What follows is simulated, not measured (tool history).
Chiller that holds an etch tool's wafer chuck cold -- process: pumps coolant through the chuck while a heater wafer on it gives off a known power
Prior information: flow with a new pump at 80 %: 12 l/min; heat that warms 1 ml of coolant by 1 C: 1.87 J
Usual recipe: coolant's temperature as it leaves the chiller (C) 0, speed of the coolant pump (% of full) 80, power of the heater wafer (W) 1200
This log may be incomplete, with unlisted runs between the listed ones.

run	hour	coolant's temperature as it leaves the chiller (C)	speed of the coolant pump (% of full)	power of the heater wafer (W)	chuck's temperature once it has settled (C)	how much warmer the coolant comes back (C)
1	0.0	0	80	1200	16.4	3.52
2	121.6	10	80	1200	26.6	3.45
# hour 169.0: chiller's thermometer calibrated
3	203.4	10	80	1200	26.2	3.48
4	274.3	5	80	1200	21.2	3.52
5	379.7	9	80	1200	25.4	3.57
6	465.7	9	80	1200	25.3	3.52
7	573.7	9	80	1200	25.4	3.50
8	651.3	0	80	1200	16.5	3.50
9	722.0	0	80	1200	16.5	3.60
10	807.0	0	80	1200	16.5	3.57
11	891.3	0	80	1200	16.8	3.57
12	1008.2	0	80	615	8.7	1.88
13	1111.7	0	80	615	8.7	1.81
14	1164.6	0	80	615	8.8	1.91
15	1230.3	-6	90	1200	9.9	3.14
16	1306.5	-6	61	1200	13.9	4.72
17	1366.6	-6	61	1200	13.8	4.73
18	1470.5	-6	61	1200	13.8	4.71
19	1532.2	-6	61	1200	13.8	4.72
20	1584.5	1	80	713	11.5	2.14
21	1702.9	2	91	1200	18.1	3.20
22	1769.4	4	65	721	15.7	2.74
23	1868.4	-1	99	932	11.1	2.29
24	1988.1	0	63	1200	19.8	4.70
25	2055.4	0	63	1200	20.0	4.67
26	2172.2	0	63	1200	20.1	4.76

Consider 4 possible next runs. They are alternatives, not a sequence: every one starts from the tool as it was left by run 26. What does each give?
A	2294.8	6	75	775	?	?
B	2294.8	9	81	1260	?	?
C	2294.8	1	63	857	?	?
D	2294.8	-9	83	1200	?	?

run	chuck's temperature once it has settled (C)	how much warmer the coolant comes back (C)
A	18.0	2.57
B	27.6	3.83
C	15.4	3.35
D	8.3	3.51
What these runs would have given with no unlogged condition in the tool:
run	chuck's temperature once it has settled (C)	how much warmer the coolant comes back (C)
A	16.0	2.24
B	24.7	3.35
C	13.1	2.92
D	5.6	3.06
